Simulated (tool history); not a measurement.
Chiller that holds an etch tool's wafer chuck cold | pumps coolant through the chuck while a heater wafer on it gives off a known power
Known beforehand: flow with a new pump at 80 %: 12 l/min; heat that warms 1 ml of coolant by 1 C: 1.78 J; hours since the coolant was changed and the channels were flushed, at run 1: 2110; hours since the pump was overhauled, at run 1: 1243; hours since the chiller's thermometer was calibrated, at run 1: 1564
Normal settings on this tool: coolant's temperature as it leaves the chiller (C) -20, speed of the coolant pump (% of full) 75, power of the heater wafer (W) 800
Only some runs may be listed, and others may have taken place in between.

run	hour	coolant's temperature as it leaves the chiller (C)	speed of the coolant pump (% of full)	power of the heater wafer (W)	hours since the coolant was changed and the channels were flushed	hours since the pump was overhauled	hours since the chiller's thermometer was calibrated	chuck's temperature once it has settled (C)	how much warmer the coolant comes back (C)
1	0	-20	75	800	2110	1243	1564	-14.35	2.46
2	40	-20	99	800	2150	1283	1604	-15.64	1.76
3	74.6	-20	99	800	2185	1318	1639	-15.7	1.81
4	119	-20	75	800	2229	1362	1683	-14.45	2.5
5	177.6	-20	75	800	2288	1421	1742	-14.42	2.49
6	257.9	-20	75	800	2368	1501	1822	-14.4	2.41
7	320.1	-20	75	800	2430	1563	1884	-14.51	2.49
8	362.4	-20	75	800	2472	1605	1926	-14.36	2.48
9	410.5	-20	75	800	2521	1654	1974	-14.46	2.42
# hour 422.9: coolant pump overhauled
10	486.4	-20	75	800	2592	64	2045	-14.36	2.44
11	533.5	-20	94	800	2639	111	2092	-15.42	1.96
12	576.5	-20	94	800	2682	154	2135	-15.42	1.95
13	631.3	-20	90	414	2736	208	2190	-17.45	1.06
14	677.9	-27	88	800	2783	255	2237	-22.08	2.06
15	729.9	-27	88	800	2835	307	2289	-21.89	2.1
16	777.8	-11	97	800	2883	355	2337	-6.54	1.85
17	811	-24	97	779	2916	388	2370	-19.48	1.89
18	886.2	-24	97	779	2991	463	2445	-19.68	1.84
# hour 909.8: coolant pump overhauled, once more
19	951	-20	75	572	3051	41	2505	-15.77	1.76
20	993.7	-29	75	589	3094	84	2548	-24.58	1.82
21	1046.2	-15	76	518	3146	136	2600	-11.23	1.57
22	1106.2	-29	72	717	3206	196	2660	-23.7	2.25

Below are 5 alternative next runs, each starting from the tool's condition after run 22. Predict each:
A	1165.5	-18	72	717	3266	256	2719	?	?
B	1165.5	-12	75	800	3266	256	2719	?	?
C	1165.5	-19	84	529	3266	256	2719	?	?
D	1165.5	-29	72	740	3266	256	2719	?	?
E	1165.5	-20	75	651	3266	256	2719	?	?

run	chuck's temperature once it has settled (C)	how much warmer the coolant comes back (C)
A	-12.54	2.34
B	-6.34	2.48
C	-15.69	1.4
D	-23.55	2.4
E	-15.15	1.98
The same runs, with their run-to-run variation unchanged, on a tool lacking any hidden condition would have given:
run	chuck's temperature once it has settled (C)	how much warmer the coolant comes back (C)
A	-13.05	2.31
B	-6.87	2.45
C	-16.12	1.38
D	-24.07	2.36
E	-15.63	1.95
